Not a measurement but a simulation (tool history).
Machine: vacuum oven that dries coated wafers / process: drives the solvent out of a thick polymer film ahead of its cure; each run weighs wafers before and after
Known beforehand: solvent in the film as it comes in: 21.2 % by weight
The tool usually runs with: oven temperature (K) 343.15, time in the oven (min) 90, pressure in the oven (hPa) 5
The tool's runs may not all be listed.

run	day	oven temperature (K)	time in the oven (min)	pressure in the oven (hPa)	solvent left in the film (%)
1	0	343.15	90	5	1.09
2	0.392	343.15	90	5	1.01
3	0.704	343.15	90	5	1.03
4	1.012	343.15	90	5	0.98
5	1.433	343.15	90	5	1.02
6	1.854	343.15	90	5	0.99
7	2.217	343.15	90	5	1.03
8	2.592	343.15	90	5	1.06
9	3.029	343.15	90	5	0.98
10	3.575	329.15	90	5	6.41
11	3.962	343.15	90	9.8	1.23
12	4.479	343.15	90	5.66	0.99
13	4.917	343.15	90	5.66	0.97
14	5.458	343.15	90	5	1.02
15	5.979	343.15	90	5	1
16	6.408	343.15	69	5	1.76
17	6.817	343.15	90	5	1.05
18	7.283	343.15	90	5	1.03
19	7.796	343.15	90	5	1.03
20	8.279	343.15	62	3.83	2.15
21	8.621	344.15	62	9.38	2.06
22	9.158	354.15	62	17.69	0.77
23	9.617	354.15	62	17.69	0.72
24	9.9	344.15	65	11.08	1.94
25	10.225	344.15	53	7.03	2.54
26	10.788	343.15	49	4.45	3.12
27	11.221	328.15	49	2.86	10.35
28	11.504	349.15	90	2.55	0.32
29	11.996	354.15	99	2.8	0.11
30	12.325	339.15	101	3.82	1.56
31	12.592	343.15	90	13.48	1.41
32	13.038	339.15	155	6.29	0.73
33	13.492	330.15	140	2.76	3.21
34	14.008	343.15	90	5	1.1
35	14.338	338.15	126	9.6	1.41
36	14.596	338.15	126	9.6	1.5
37	15.046	344.15	119	14.33	1.04

5 options for the next run, each taken on its own from the tool as it stands now. Forecast them:
A	15.579	343.15	90	14.55	?
B	15.579	343.15	75	3.01	?
C	15.579	344.15	76	11.54	?
D	15.579	330.15	151	14.33	?
E	15.579	336.15	119	2.84	?

run	solvent left in the film (%)
A	1.41
B	1.36
C	1.48
D	3.73
E	1.69
The same runs, with their run-to-run variation unchanged, on a tool lacking any hidden condition would have given:
run	solvent left in the film (%)
A	1.6
B	1.62
C	1.71
D	4.16
E	1.99

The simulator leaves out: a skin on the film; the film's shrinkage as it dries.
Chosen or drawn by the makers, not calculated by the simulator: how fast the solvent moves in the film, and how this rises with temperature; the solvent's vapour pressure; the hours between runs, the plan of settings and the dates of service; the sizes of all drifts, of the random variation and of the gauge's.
